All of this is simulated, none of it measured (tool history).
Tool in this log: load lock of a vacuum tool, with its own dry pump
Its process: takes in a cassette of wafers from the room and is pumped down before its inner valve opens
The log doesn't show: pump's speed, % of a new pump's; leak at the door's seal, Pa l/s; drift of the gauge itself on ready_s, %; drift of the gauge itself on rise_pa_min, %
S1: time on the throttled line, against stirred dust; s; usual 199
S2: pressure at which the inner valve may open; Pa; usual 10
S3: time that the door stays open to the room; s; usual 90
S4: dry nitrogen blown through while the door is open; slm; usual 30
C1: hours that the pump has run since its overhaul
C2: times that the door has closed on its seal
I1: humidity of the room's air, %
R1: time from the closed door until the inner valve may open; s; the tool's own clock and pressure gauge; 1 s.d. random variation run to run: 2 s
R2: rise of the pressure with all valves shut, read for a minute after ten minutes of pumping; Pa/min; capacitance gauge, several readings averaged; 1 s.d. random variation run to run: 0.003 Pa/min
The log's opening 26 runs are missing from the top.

{"run": 27, "day": 137.696, "S1": 392, "S2": 12, "S3": 90, "S4": 24, "C1": 7308, "C2": 15596, "I1": 45.7, "R1": 491.1, "R2": 0.089}
{"run": 28, "day": 142.058, "S1": 392, "S2": 12, "S3": 90, "S4": 24, "C1": 7412, "C2": 15826, "I1": 40.6, "R1": 484.5, "R2": 0.086}
{"run": 29, "day": 147.571, "S1": 391, "S2": 17, "S3": 183, "S4": 32, "C1": 7545, "C2": 16118, "I1": 44.1, "R1": 484.6, "R2": 0.092}
{"run": 30, "day": 151.279, "S1": 391, "S2": 17, "S3": 59, "S4": 37, "C1": 7634, "C2": 16314, "I1": 42.9, "R1": 479.3, "R2": 0.085}
{"run": 31, "day": 156.571, "S1": 391, "S2": 17, "S3": 59, "S4": 37, "C1": 7761, "C2": 16595, "I1": 44.4, "R1": 479.3, "R2": 0.086}
{"run": 32, "day": 162.079, "S1": 289, "S2": 10, "S3": 26, "S4": 30, "C1": 7893, "C2": 16886, "I1": 44.3, "R1": 419.5, "R2": 0.092}
{"run": 33, "day": 167.154, "S1": 199, "S2": 8, "S3": 31, "S4": 30, "C1": 8015, "C2": 17155, "I1": 47.8, "R1": 346.1, "R2": 0.099}
{"run": 34, "day": 174.233, "S1": 199, "S2": 15, "S3": 27, "S4": 34, "C1": 8185, "C2": 17529, "I1": 46, "R1": 335.1, "R2": 0.096}

The next listed run, before its measurement:
{"run": 35, "day": 177.921, "S1": 199, "S2": 14, "S3": 27, "S4": 34, "C1": 8273, "C2": 17724, "I1": 44.8, "R1": "?", "R2": "?"}

R1: 339.9 s
R2: 0.094 Pa/min
If the tool had no hidden condition, the same run with the same run-to-run variation would have returned R1 331.4 s, R2 0.005 Pa/min.
